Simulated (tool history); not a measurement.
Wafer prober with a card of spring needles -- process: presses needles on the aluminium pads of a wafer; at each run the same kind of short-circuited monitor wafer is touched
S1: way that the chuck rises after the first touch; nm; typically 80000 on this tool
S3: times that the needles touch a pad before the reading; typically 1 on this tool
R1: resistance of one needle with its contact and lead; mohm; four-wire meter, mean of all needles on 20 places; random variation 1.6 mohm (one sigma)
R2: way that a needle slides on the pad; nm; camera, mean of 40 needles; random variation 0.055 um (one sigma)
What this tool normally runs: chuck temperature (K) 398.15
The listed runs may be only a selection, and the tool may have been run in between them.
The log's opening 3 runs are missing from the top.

At day 2.008: tips cleaned on abrasive film.
Run 4, day 2.196: usual settings but S1 93000 nm. Result: R1 175 mohm, R2 15820 nm.
At day 2.508: tips cleaned on abrasive film.
Run 5, day 2.754: usual settings but S3 2. Result: R1 174 mohm, R2 13420 nm.
At day 3.050: tips cleaned on abrasive film.
At day 3.121: height of the first contact set anew.
Run 6, day 3.317: usual settings but S1 79000 nm, S3 2. Result: R1 176 mohm, R2 13910 nm.
At day 3.600: tips cleaned on abrasive film.
Run 7, day 3.871: usual settings but S1 75000 nm, S3 2. Result: R1 175 mohm, R2 13180 nm.
At day 4.138: tips cleaned on abrasive film.
At day 4.654: tips cleaned on abrasive film.
Run 8, day 4.704: usual settings but chuck temperature (K) 385.15. Result: R1 167 mohm, R2 14090 nm.
At day 5.175: tips cleaned on abrasive film.
Run 9, day 5.446: usual settings but chuck temperature (K) 385.15. Result: R1 182 mohm, R2 14020 nm.
At day 5.717: tips cleaned on abrasive film.
Run 10, day 5.862: usual settings but S1 82000 nm. Result: R1 177 mohm, R2 14380 nm.
At day 6.254: tips cleaned on abrasive film.
Run 11, day 6.704: usual settings but S1 82000 nm. Result: R1 190 mohm, R2 14310 nm.
At day 6.829: tips cleaned on abrasive film.
At day 7.383: tips cleaned on abrasive film.
Run 12, day 7.471: usual settings but S1 82000 nm. Result: R1 174 mohm, R2 14370 nm.
At day 7.900: tips cleaned on abrasive film.
Run 13, day 7.967: usual settings but S1 82000 nm. Result: R1 170 mohm, R2 14290 nm.
At day 8.438: tips cleaned on abrasive film.
Run 14, day 8.717: usual settings but S1 82000 nm. Result: R1 185 mohm, R2 14220 nm.
At day 8.992: tips cleaned on abrasive film.
At day 9.542: tips cleaned on abrasive film.
Run 15, day 9.546: usual settings. Result: R1 160 mohm, R2 14030 nm.

Forecast run 16:
At day 10.050: tips cleaned on abrasive film.
Run 16, day 10.288: usual settings. Result: R1 ?, R2 ?.

{"run 16": {"R1": 184, "R2": 13960}}
If the tool had no hidden condition, the same run with the same run-to-run variation would have returned R1 158 mohm, R2 14120 nm.

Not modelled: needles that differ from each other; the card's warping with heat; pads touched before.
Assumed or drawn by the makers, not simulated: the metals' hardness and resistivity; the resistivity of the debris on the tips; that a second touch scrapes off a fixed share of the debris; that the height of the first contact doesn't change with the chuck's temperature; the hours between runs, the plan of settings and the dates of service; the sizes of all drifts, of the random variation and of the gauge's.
